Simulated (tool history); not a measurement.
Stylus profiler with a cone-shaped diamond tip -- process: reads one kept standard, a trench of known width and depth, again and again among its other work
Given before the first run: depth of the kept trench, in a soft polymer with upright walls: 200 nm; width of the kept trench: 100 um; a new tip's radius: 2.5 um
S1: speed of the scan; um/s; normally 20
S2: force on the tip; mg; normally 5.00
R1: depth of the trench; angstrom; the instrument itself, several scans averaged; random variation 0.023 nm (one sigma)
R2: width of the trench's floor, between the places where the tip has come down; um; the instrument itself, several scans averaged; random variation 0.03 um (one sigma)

Run 1, hour 0.0: usual settings. Result: R1 2030.0 angstrom, R2 97.97 um.
Run 2, hour 10.7: usual settings. Result: R1 2029.6 angstrom, R2 97.96 um.
Run 3, hour 29.3: usual settings. Result: R1 2029.7 angstrom, R2 97.97 um.
Run 4, hour 50.7: usual settings but S1 14 um/s. Result: R1 2029.2 angstrom, R2 97.96 um.
Run 5, hour 73.7: usual settings but S1 14 um/s. Result: R1 2029.5 angstrom, R2 97.97 um.
Run 6, hour 87.0: usual settings but S1 14 um/s. Result: R1 2029.6 angstrom, R2 97.98 um.
Run 7, hour 101.4: usual settings but S1 12 um/s. Result: R1 2029.8 angstrom, R2 97.96 um.
Run 8, hour 117.0: usual settings but S1 12 um/s. Result: R1 2029.5 angstrom, R2 97.99 um.
Run 9, hour 133.0: usual settings but S2 1.99 mg. Result: R1 2016.4 angstrom, R2 97.94 um.
Run 10, hour 147.7: usual settings. Result: R1 2029.5 angstrom, R2 97.95 um.
Run 11, hour 166.0: usual settings but S1 11 um/s, S2 4.28 mg. Result: R1 2026.6 angstrom, R2 97.97 um.
Run 12, hour 177.0: usual settings but S1 12 um/s, S2 8.94 mg. Result: R1 2043.3 angstrom, R2 98.02 um.
Run 13, hour 193.6: usual settings but S1 17 um/s, S2 5.98 mg. Result: R1 2033.2 angstrom, R2 97.98 um.
Run 14, hour 215.1: usual settings but S2 2.12 mg. Result: R1 2016.5 angstrom, R2 97.86 um.
Run 15, hour 231.9: usual settings but S2 2.12 mg. Result: R1 2016.7 angstrom, R2 97.88 um.
Run 16, hour 256.8: usual settings but S1 66 um/s, S2 2.00 mg. Result: R1 2016.3 angstrom, R2 97.62 um.
Run 17, hour 269.0: usual settings but S1 66 um/s, S2 2.00 mg. Result: R1 2015.9 angstrom, R2 97.60 um.
Run 18, hour 293.5: usual settings but S1 26 um/s, S2 7.16 mg. Result: R1 2037.5 angstrom, R2 97.93 um.
Run 19, hour 306.1: usual settings but S1 42 um/s, S2 2.88 mg. Result: R1 2020.6 angstrom, R2 97.85 um.
Run 20, hour 330.8: usual settings but S1 42 um/s, S2 2.88 mg. Result: R1 2020.4 angstrom, R2 97.79 um.

Forecast each of these 3 alternatives for the next run:
Run A, hour 345.5: usual settings but S1 6 um/s, S2 2.16 mg. Result: R1 ?, R2 ?.
Run B, hour 345.5: usual settings but S1 42 um/s, S2 3.41 mg. Result: R1 ?, R2 ?.
Run C, hour 345.5: usual settings but S1 32 um/s, S2 7.83 mg. Result: R1 ?, R2 ?.

run      R1     R2
  A  2016.5  98.00
  B  2022.5  97.82
  C  2039.5  97.93
With no hidden state in the tool, these same runs would have given:
run      R1     R2
  A  2016.4  98.01
  B  2022.5  97.82
  C  2039.5  97.93

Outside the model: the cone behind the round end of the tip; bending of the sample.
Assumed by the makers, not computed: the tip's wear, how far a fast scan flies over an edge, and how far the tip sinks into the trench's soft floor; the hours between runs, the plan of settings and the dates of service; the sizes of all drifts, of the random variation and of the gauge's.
